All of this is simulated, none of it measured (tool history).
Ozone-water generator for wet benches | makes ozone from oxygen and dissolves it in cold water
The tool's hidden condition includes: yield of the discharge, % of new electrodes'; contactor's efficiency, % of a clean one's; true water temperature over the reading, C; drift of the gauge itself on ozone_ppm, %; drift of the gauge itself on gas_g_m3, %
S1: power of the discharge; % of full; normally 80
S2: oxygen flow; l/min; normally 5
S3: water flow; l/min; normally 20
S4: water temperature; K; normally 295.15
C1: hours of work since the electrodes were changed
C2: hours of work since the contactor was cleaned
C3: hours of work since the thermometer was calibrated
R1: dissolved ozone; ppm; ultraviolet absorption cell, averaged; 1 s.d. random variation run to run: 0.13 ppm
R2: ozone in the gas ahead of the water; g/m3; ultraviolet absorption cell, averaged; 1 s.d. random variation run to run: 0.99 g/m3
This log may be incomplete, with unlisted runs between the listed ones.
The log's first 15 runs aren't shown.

run,hour,S1,S2,S3,S4,C1,C2,C3,R1,R2
16,1765,80,5,14,301.15,4449,728,334,16.6,158.3
17,1865.4,80,5,18,289.15,4543,822,427,16.7,159.8
18,2022.6,80,5,18,297.15,4690,969,574,14.7,158
19,2163,100,4.98,21,292.15,4821,1101,706,16.4,188.8
20,2292.9,68,4.98,21,295.15,4942,1222,827,11.5,138.9
21,2371.5,80,6.03,29,295.15,5016,1295,900,9.6,140.6
22,2474.2,69,8.5,14,296.15,5112,1391,996,14.2,101.5
23,2587.2,69,8.5,14,296.15,5217,1497,1102,14.2,100.6
24,2722.3,42,8.5,14,296.15,5344,1623,1228,9.6,70.9
25,2805.5,42,3.1,14,299.15,5421,1701,1306,11.3,130.1

For run 26, what comes out?
26,2953.6,80,7.77,20,295.15,5560,1839,1445,?,?

For run 26 the tool returned R1 12.8 ppm, R2 118.3 g/m3.
Were there no unlogged condition in the tool, this run, its random variation unchanged, would have produced R1 14.2 ppm, R2 129.2 g/m3.

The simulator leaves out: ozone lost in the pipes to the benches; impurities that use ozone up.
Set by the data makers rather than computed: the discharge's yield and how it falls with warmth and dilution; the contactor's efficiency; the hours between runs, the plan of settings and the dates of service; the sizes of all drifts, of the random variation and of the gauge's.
